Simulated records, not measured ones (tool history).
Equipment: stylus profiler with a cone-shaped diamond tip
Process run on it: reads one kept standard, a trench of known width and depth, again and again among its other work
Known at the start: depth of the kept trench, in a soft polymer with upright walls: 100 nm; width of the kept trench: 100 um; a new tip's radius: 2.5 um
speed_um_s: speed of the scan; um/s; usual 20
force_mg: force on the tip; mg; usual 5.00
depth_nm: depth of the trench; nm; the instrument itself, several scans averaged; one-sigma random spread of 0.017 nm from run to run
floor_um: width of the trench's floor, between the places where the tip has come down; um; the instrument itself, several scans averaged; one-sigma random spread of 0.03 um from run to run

Run 1, hour 0.0: usual settings. Result: depth_nm 102.81 nm, floor_um 98.44 um.
Run 2, hour 16.1: usual settings. Result: depth_nm 102.82 nm, floor_um 98.43 um.
Run 3, hour 34.4: usual settings. Result: depth_nm 102.83 nm, floor_um 98.44 um.
Run 4, hour 47.7: usual settings. Result: depth_nm 102.84 nm, floor_um 98.42 um.
Run 5, hour 69.2: usual settings. Result: depth_nm 102.84 nm, floor_um 98.47 um.
Run 6, hour 89.7: usual settings. Result: depth_nm 102.84 nm, floor_um 98.42 um.
Run 7, hour 103.2: usual settings. Result: depth_nm 102.85 nm, floor_um 98.43 um.
Run 8, hour 117.8: usual settings. Result: depth_nm 102.84 nm, floor_um 98.41 um.
Run 9, hour 137.0: usual settings but speed_um_s 30 um/s. Result: depth_nm 102.83 nm, floor_um 98.35 um.
Run 10, hour 151.2: usual settings but speed_um_s 60 um/s. Result: depth_nm 102.87 nm, floor_um 98.23 um.
Run 11, hour 173.7: usual settings but speed_um_s 60 um/s. Result: depth_nm 102.87 nm, floor_um 98.17 um.
Run 12, hour 194.0: usual settings but speed_um_s 72 um/s, force_mg 6.20 mg. Result: depth_nm 103.25 nm, floor_um 98.25 um.
Run 13, hour 223.2: usual settings but speed_um_s 21 um/s, force_mg 5.55 mg. Result: depth_nm 103.02 nm, floor_um 98.42 um.
Run 14, hour 243.2: usual settings but speed_um_s 8 um/s, force_mg 10.48 mg. Result: depth_nm 104.59 nm, floor_um 98.48 um.
Run 15, hour 266.4: usual settings but speed_um_s 29 um/s, force_mg 7.21 mg. Result: depth_nm 103.59 nm, floor_um 98.36 um.
Run 16, hour 294.2: usual settings but speed_um_s 29 um/s, force_mg 7.21 mg. Result: depth_nm 103.60 nm, floor_um 98.40 um.
Run 17, hour 312.6: usual settings but speed_um_s 29 um/s, force_mg 7.21 mg. Result: depth_nm 103.61 nm, floor_um 98.37 um.
Run 18, hour 331.7: usual settings but speed_um_s 29 um/s, force_mg 7.21 mg. Result: depth_nm 103.64 nm, floor_um 98.45 um.
Run 19, hour 347.9: usual settings but speed_um_s 26 um/s, force_mg 10.02 mg. Result: depth_nm 104.45 nm, floor_um 98.43 um.
Run 20, hour 373.5: usual settings but speed_um_s 26 um/s, force_mg 10.02 mg. Result: depth_nm 104.44 nm, floor_um 98.45 um.
Run 21, hour 390.0: usual settings but speed_um_s 7 um/s, force_mg 11.92 mg. Result: depth_nm 104.99 nm, floor_um 98.50 um.

Here are 3 independent what-if runs from the current tool condition. What would each one return?
Run A, hour 407.1: usual settings but speed_um_s 10 um/s, force_mg 1.71 mg. Result: depth_nm ?, floor_um ?.
Run B, hour 407.1: usual settings but speed_um_s 71 um/s, force_mg 6.93 mg. Result: depth_nm ?, floor_um ?.
Run C, hour 407.1: usual settings but speed_um_s 27 um/s, force_mg 3.51 mg. Result: depth_nm ?, floor_um ?.

run  depth_nm  floor_um
  A    101.54     98.48
  B    103.52     98.23
  C    102.35     98.31
Had the tool no hidden state, the same runs would have come out as:
run  depth_nm  floor_um
  A    101.29     98.58
  B    103.27     98.33
  C    102.10     98.41
